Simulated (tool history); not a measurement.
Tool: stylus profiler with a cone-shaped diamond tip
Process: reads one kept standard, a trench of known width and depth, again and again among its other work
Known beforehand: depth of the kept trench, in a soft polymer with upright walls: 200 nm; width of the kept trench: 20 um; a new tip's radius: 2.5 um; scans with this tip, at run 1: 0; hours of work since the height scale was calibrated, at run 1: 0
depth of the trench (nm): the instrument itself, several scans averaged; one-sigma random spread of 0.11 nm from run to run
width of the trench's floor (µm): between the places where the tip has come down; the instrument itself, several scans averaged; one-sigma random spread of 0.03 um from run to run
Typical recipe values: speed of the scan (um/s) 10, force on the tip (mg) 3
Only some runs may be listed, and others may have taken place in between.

| run | hour | speed of the scan (um/s) | force on the tip (mg) | scans with this tip | hours of work since the height scale was calibrated | depth of the trench (nm) | width of the trench's floor (µm) |
|---|---|---|---|---|---|---|---|
| 1 | 0 | 10 | 3 | 0 | 0 | 201.9 | 17.98 |
| 2 | 63.9 | 10 | 3 | 269 | 41 | 201.86 | 18 |
| 3 | 163.2 | 10 | 6.36 | 688 | 104 | 202.87 | 17.97 |
| 4 | 256.5 | 10 | 6.36 | 1082 | 163 | 203.04 | 18 |
| 5 | 344 | 10 | 6.36 | 1451 | 218 | 203.08 | 18.04 |
| 6 | 434.3 | 10 | 6.36 | 1833 | 276 | 202.9 | 18.01 |
| 7 | 483.9 | 10 | 6.36 | 2042 | 307 | 202.77 | 18.01 |
| 8 | 534.9 | 10 | 3 | 2257 | 340 | 201.88 | 17.98 |
| 9 | 615.4 | 10 | 3 | 2597 | 391 | 201.78 | 17.97 |
| 10 | 716.7 | 10 | 3 | 3024 | 455 | 201.95 | 17.94 |
| 11 | 773.1 | 10 | 3 | 3262 | 491 | 201.9 | 17.98 |
| 12 | 817.5 | 10 | 3 | 3450 | 519 | 201.51 | 17.98 |
| 13 | 910.5 | 10 | 4.88 | 3842 | 578 | 202.55 | 17.97 |
| 14 | 985.2 | 10 | 3 | 4158 | 625 | 201.94 | 17.99 |
| 15 | 1049.7 | 33 | 3 | 4430 | 666 | 201.77 | 17.87 |
| 16 | 1099.2 | 33 | 3 | 4638 | 698 | 201.82 | 17.83 |
| 17 | 1142.8 | 4 | 3 | 4822 | 725 | 201.59 | 18 |
| 18 | 1198.2 | 4 | 3 | 5056 | 761 | 201.75 | 18.03 |
| 19 | 1255.1 | 4 | 3 | 5296 | 797 | 201.74 | 17.94 |
| 20 | 1331.2 | 4 | 3 | 5618 | 845 | 201.85 | 18.01 |
| 21 | 1421.3 | 4 | 3 | 5998 | 902 | 201.85 | 17.99 |
| 22 | 1476.1 | 26 | 4.35 | 6229 | 937 | 202.25 | 17.9 |
| 23 | 1576.6 | 21 | 2.81 | 6653 | 1001 | 201.69 | 17.9 |
| 24 | 1641.2 | 27 | 3.19 | 6926 | 1042 | 201.72 | 17.86 |
| 25 | 1743.8 | 17 | 1.23 | 7359 | 1107 | 201.07 | 17.9 |
| 26 | 1803.2 | 38 | 2.89 | 7609 | 1145 | 201.63 | 17.81 |
| 27 | 1865.5 | 5 | 2.22 | 7872 | 1184 | 201.66 | 18 |
| 28 | 1958.4 | 39 | 1.54 | 8264 | 1243 | 201.34 | 17.71 |
| 29 | 2020.7 | 12 | 1.2 | 8527 | 1283 | 201 | 17.94 |
| 30 | 2097.6 | 12 | 1.2 | 8852 | 1331 | 200.91 | 17.9 |
| 31 | 2197.4 | 10 | 8.72 | 9273 | 1395 | 203.63 | 17.97 |
| 32 | 2294.2 | 10 | 8.72 | 9682 | 1456 | 203.66 | 18.05 |
| 33 | 2380 | 37 | 3 | 10044 | 1511 | 201.93 | 17.79 |
| 34 | 2470.2 | 10 | 2.92 | 10424 | 1568 | 201.6 | 18 |
| 35 | 2563.9 | 5 | 2.3 | 10820 | 1627 | 201.65 | 17.99 |
| 36 | 2655.4 | 4 | 3 | 11206 | 1686 | 202 | 17.97 |
| 37 | 2736 | 34 | 2.14 | 11546 | 1737 | 201.46 | 17.76 |
| 38 | 2820 | 14 | 3.51 | 11900 | 1790 | 201.98 | 17.93 |
| 39 | 2884.4 | 14 | 3.51 | 12172 | 1831 | 201.91 | 17.93 |

Below, some changes in width of the trench's floor (µm) between adjacent runs. For each, the amount present without the hidden state too (settings, incoming material, random variation) and the amount remaining for the hidden state with gauge scatter not shared by both compared results:
Hidden state at play: radius of the tip, um; height scale over the true one, %; drift of the gauge itself on depth_nm, %; drift of the gauge itself on floor_um, %.
Run 4 -> 5: no setting touched and nothing written in the log between the runs. width of the trench's floor (µm) +0.04: hidden state -0.01, all else +0.05.
Run 7 -> 8: force on the tip (mg) 6.36 -> 3. width of the trench's floor (µm) -0.03: hidden state +0.01, all else -0.04.
Run 8 -> 9: no setting touched and nothing written in the log between the runs. width of the trench's floor (µm) -0.01: hidden state -0.01, all else +0.
Run 27 -> 28: speed of the scan (um/s) 5 -> 39, force on the tip (mg) 2.22 -> 1.54. width of the trench's floor (µm) -0.29: hidden state +0.01, all else -0.3.
Run 28 -> 29: speed of the scan (um/s) 39 -> 12, force on the tip (mg) 1.54 -> 1.2. width of the trench's floor (µm) +0.23: hidden state +0, all else +0.23.
Run 32 -> 33: speed of the scan (um/s) 10 -> 37, force on the tip (mg) 8.72 -> 3. width of the trench's floor (µm) -0.26: hidden state +0, all else -0.26.

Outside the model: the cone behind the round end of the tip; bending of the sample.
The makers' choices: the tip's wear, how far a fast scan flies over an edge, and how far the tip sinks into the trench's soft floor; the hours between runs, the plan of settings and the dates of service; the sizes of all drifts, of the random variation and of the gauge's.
